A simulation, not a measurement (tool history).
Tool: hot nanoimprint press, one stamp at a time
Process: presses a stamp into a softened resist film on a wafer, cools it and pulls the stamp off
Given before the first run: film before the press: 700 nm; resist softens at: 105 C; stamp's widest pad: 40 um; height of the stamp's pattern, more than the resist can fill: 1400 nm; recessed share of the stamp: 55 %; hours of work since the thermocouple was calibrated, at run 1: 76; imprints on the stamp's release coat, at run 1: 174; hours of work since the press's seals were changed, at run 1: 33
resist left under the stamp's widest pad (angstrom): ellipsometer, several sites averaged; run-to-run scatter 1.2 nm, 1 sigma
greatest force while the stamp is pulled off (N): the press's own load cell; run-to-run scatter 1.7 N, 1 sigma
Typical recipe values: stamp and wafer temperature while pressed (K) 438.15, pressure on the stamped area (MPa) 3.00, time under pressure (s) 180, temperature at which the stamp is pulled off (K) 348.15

run,hour,stamp and wafer temperature while pressed (K),pressure on the stamped area (MPa),time under pressure (s),temperature at which the stamp is pulled off (K),hours of work since the thermocouple was calibrated,imprints on the stamp's release coat,hours of work since the press's seals were changed,resist left under the stamp's widest pad (angstrom),greatest force while the stamp is pulled off (N)
1,0.0,438.15,3.00,180,348.15,76,174,33,4048,100
2,7.4,438.15,3.00,180,348.15,80,187,38,4033,101
3,15.4,438.15,3.00,180,348.15,85,201,43,4024,104
4,22.7,438.15,3.00,180,348.15,89,214,47,4018,97
5,28.1,450.15,3.00,180,348.15,92,223,50,2781,101
6,35.8,438.15,3.00,180,348.15,97,237,54,4036,98
7,45.4,438.15,3.00,180,353.15,103,254,60,4038,91
8,50.1,438.15,4.25,180,353.15,105,262,63,3346,90
9,58.3,438.15,2.09,180,353.15,110,277,68,4762,91
10,65.7,438.15,2.09,180,353.15,114,290,72,4740,92
11,73.2,438.15,2.09,180,353.15,119,303,76,4777,87
12,82.6,438.15,3.00,180,348.15,124,319,82,4013,100
13,89.1,427.15,3.00,180,348.15,128,331,86,5444,99
14,97.1,427.15,3.00,180,348.15,133,345,90,5473,101
15,107.2,427.15,3.00,180,348.15,139,363,96,5505,98
16,116.0,427.15,2.14,180,346.15,144,378,101,5997,102
17,121.5,427.15,3.00,183,348.15,147,388,105,5439,100
18,131.8,445.15,3.56,291,344.15,153,406,111,2466,106
19,136.4,445.15,3.56,291,344.15,156,414,113,2481,109
20,142.1,445.15,1.99,180,348.15,159,424,117,3992,98
21,149.4,445.15,1.99,180,348.15,163,437,121,4003,101
22,155.4,445.15,1.99,180,348.15,167,448,124,3998,103
23,162.4,438.15,2.22,180,348.15,171,460,129,4615,98
24,170.8,447.15,3.00,180,348.15,176,475,133,2997,99
25,179.6,426.15,3.78,180,348.15,181,490,139,5143,99
26,186.9,426.15,2.03,310,348.15,185,503,143,5713,100
27,195.0,426.15,2.03,310,348.15,190,517,148,5689,101
28,205.0,426.15,2.03,310,348.15,196,535,153,5664,100

Expected results for the next run?
29,213.6,430.15,1.87,264,348.15,201,550,159,?,?

resist left under the stamp's widest pad (angstrom): 5498
greatest force while the stamp is pulled off (N): 99
Were there no unlogged condition in the tool, this run, its random variation unchanged, would have produced resist left under the stamp's widest pad (angstrom) 5585, greatest force while the stamp is pulled off (N) 99.
